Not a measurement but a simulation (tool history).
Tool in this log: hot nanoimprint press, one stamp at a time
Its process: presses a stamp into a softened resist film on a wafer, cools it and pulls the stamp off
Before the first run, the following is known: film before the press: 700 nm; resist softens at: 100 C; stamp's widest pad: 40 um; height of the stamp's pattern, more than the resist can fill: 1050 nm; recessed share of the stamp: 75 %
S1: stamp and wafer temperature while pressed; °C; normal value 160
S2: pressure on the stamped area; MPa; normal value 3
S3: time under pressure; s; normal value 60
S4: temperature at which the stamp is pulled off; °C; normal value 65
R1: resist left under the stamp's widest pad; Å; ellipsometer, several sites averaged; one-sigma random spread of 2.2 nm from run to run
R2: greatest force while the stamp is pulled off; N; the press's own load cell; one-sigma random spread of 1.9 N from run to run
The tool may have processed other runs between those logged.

run    hour   S1    S2   S3  S4    R1   R2
  1       0  160     3   60  65  3840  161
  2    31.2  160     3  116  65  3013  162
       76.1  -- stamp cleaned and given a new release coat
  3    77.8  160     3  116  65  2973  139
  4   116.6  160     3   60  65  3796  139
  5   167.1  160     3   60  65  3800  141
  6   211.2  160     3   60  65  3781  140
  7   245.2  160     3   60  65  3782  144
  8   298.3  160  3.25   60  65  3669  142
  9   342.3  160  3.25   60  65  3652  149
 10   398.1  160  3.25   60  65  3635  157
 11   440.4  160  3.25   60  65  3610  153
 12   474.8  160     3   60  65  3732  154
 13   524.4  160     3   60  65  3743  157
      557.4  -- press's hydraulic seals changed and the load cell set to zero
      574.2  -- plate thermocouple calibrated
 14   579.6  160     3   60  65  3576  157
 15   610.1  160     3   60  65  3566  158
 16   660.3  160     3   60  65  3548  161
      693.4  -- stamp cleaned and given a new release coat
 17   722.9  160     3   60  65  3538  135
        779  -- plate thermocouple calibrated, once more
 18   780.1  167     3   60  56  2538  159
 19     805  167     3   60  56  2518  163
 20   852.2  160  2.05   95  56  3801  167
 21   906.6  163  3.86   37  60  3534  160
 22   935.6  163  3.86   37  60  3528  157
 23   993.7  163  3.86   37  60  3514  159
 24  1019.4  163  3.86   37  60  3491  158
 25    1070  163  3.86   37  60  3481  167
 26  1110.3  163  2.26   37  68  4241  149
 27  1171.1  163  2.26   37  68  4217  149
 28    1222  163  2.26   37  68  4204  153
 29  1273.4  163  2.26   37  68  4161  153

Alternative continuations, all from the tool just after run 29; predict every row:
     1307.2  -- stamp cleaned and given a new release coat
  A  1333.2  163  2.82  37  68   ?   ?
     1307.2  -- stamp cleaned and given a new release coat
  B  1333.2  152     3  60  65   ?   ?
     1307.2  -- stamp cleaned and given a new release coat
  C  1333.2  152  2.07  37  68   ?   ?

run    R1   R2
  A  3889  132
  B  5529  138
  C  6189  127
With the hidden condition removed and each run's random variation left untouched, the same runs would have given:
run    R1   R2
  A  4042  133
  B  5667  138
  C  6275  127
